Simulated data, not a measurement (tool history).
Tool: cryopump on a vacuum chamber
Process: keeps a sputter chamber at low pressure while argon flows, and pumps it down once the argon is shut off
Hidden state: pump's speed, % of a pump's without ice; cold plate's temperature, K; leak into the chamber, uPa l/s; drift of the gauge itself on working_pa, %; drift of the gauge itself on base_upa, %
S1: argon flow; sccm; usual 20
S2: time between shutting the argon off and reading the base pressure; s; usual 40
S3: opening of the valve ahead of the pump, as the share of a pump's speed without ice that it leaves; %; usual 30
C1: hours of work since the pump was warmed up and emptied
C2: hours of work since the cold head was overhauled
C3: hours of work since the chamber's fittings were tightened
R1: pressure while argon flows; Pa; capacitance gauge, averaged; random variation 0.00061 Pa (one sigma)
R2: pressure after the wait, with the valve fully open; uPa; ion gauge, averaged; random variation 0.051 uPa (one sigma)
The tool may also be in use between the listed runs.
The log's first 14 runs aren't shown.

run,day,S1,S2,S3,C1,C2,C3,R1,R2
15,21.321,20,40,30,382,955,3801,0.0943,4.07
# day 22.217: leaking fittings of the chamber tightened, without venting
16,22.588,20,40,30,400,973,6,0.0944,3.21
17,24.012,20,40,30,422,995,28,0.0936,3.17
18,25.529,20,40,30,446,1019,51,0.0946,3.17
19,26.946,20,40,30,468,1041,73,0.0950,3.23
20,27.958,20,40,30,483,1056,89,0.0952,3.27
21,29.071,20,273,39,501,1073,106,0.0748,0.75
22,30.512,20,40,18,523,1096,128,0.1548,3.24
# day 32.225: pump warmed up, emptied and cooled again
23,32.346,20,160,56,2,1121,154,0.0482,1.01
24,33.375,29,161,18,18,1137,170,0.2162,1.02
25,34.333,29,161,18,33,1152,184,0.2165,1.01
26,35.954,29,161,18,58,1177,209,0.2164,1.05
27,37.471,29,161,18,81,1200,233,0.2192,1.05
28,38.912,29,161,18,104,1223,255,0.2177,1.01
29,39.896,29,161,18,119,1238,271,0.2191,1.04
30,41.717,29,161,18,147,1266,299,0.2183,1.06
31,43.396,22,123,19,173,1292,325,0.1574,1.35
32,44.800,22,123,40,195,1314,346,0.0765,1.28
33,46.875,15,33,30,227,1346,379,0.0680,3.83
34,48.250,20,249,29,248,1367,400,0.0963,0.84

Forecast each of these 3 alternatives for the next run:
A,49.871,20,274,30,273,1392,425,?,?
B,49.871,11,39,19,273,1392,425,?,?
C,49.871,13,96,30,273,1392,425,?,?

run,R1,R2
A,0.0925,0.85
B,0.0787,3.37
C,0.0599,1.59
Without the tool's hidden state the same runs would have given:
run,R1,R2
A,0.0889,0.69
B,0.0767,3.22
C,0.0576,1.44
